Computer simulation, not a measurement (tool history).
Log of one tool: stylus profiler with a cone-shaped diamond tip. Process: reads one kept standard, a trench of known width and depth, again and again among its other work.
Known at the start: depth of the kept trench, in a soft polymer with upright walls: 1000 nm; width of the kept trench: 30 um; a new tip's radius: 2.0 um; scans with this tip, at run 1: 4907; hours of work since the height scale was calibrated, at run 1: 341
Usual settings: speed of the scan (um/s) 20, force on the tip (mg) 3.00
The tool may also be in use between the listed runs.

run   hour  speed of the scan (um/s)  force on the tip (mg)  scans with this tip  hours of work since the height scale was calibrated  depth of the trench (nm)  width of the trench's floor (nm)
  1    0.0                        20                   3.00                 4907                                                  341                   1008.29                             26130
  2   28.7                        20                   3.00                 5200                                                  362                   1008.09                             26180
  3   57.9                        20                   3.00                 5498                                                  382                   1008.72                             26240
  4   80.2                        20                   3.00                 5726                                                  398                   1008.61                             26200
  5  107.0                        36                   3.00                 6000                                                  417                   1008.44                             26090
  6  148.1                        36                   3.00                 6420                                                  447                   1008.74                             26070
  7  187.4                        31                   3.00                 6822                                                  475                   1008.60                             26110
  8  227.3                        20                   3.00                 7229                                                  503                   1008.39                             26120
  9  271.0                        20                   3.00                 7676                                                  534                   1008.53                             26080
 10  305.3                        20                   3.00                 8027                                                  558                   1008.78                             26030
 11  347.0                        20                   3.00                 8453                                                  588                   1008.54                             26020
 12  387.6                        20                   3.00                 8868                                                  617                   1008.57                             26010
 13  408.5                        20                   3.00                 9082                                                  632                   1008.42                             25960
 14  450.3                        56                   4.15                 9509                                                  662                   1011.02                             25880
 15  494.3                         7                   1.23                 9958                                                  693                   1005.19                             25990
 16  538.0                         7                   1.23                10405                                                  724                   1005.33                             25980
 17  561.5                        20                   5.57                10646                                                  741                   1013.23                             25910
 18  584.4                         5                   5.03                10880                                                  757                   1012.65                             26020
 19  609.9                         5                   5.03                11140                                                  775                   1012.69                             25930
 20  652.7                        11                   5.03                11578                                                  805                   1012.60                             25920
 21  677.0                        15                   5.03                11826                                                  823                   1012.47                             25930
 22  715.8                        61                   3.65                12223                                                  850                   1010.28                             25740
 23  756.4                        16                   8.51                12638                                                  879                   1017.52                             25830
 24  779.1                        51                   6.90                12870                                                  895                   1015.24                             25760
 25  821.2                        51                   6.37                13300                                                  925                   1014.54                             25750
 26  851.6                        39                   8.00                13611                                                  947                   1017.17                             25790

Measured less the same run without the tool's hidden state. The same run-to-run variation is in both; the gauge's scatter may not be:
The hidden state here: radius of the tip, um; height scale over the true one, %; drift of the gauge itself on depth_nm, %; drift of the gauge itself on floor_um, %.
run  depth of the trench (nm)  width of the trench's floor (nm)
  1                     +0.19                              -260
  2                     +0.22                              -280
  3                     +0.26                              -300
  4                     +0.27                              -310
  5                     +0.31                              -320
  6                     +0.35                              -350
  7                     +0.40                              -360
  8                     +0.43                              -390
  9                     +0.49                              -410
 10                     +0.53                              -430
 11                     +0.57                              -450
 12                     +0.61                              -470
 13                     +0.63                              -480
 14                     +0.68                              -510
 15                     +0.72                              -520
 16                     +0.77                              -550
 17                     +0.81                              -560
 18                     +0.83                              -580
 19                     +0.85                              -580
 20                     +0.91                              -610
 21                     +0.93                              -620
 22                     +0.97                              -640
 23                     +1.02                              -660
 24                     +1.04                              -670
 25                     +1.09                              -700
 26                     +1.13                              -710
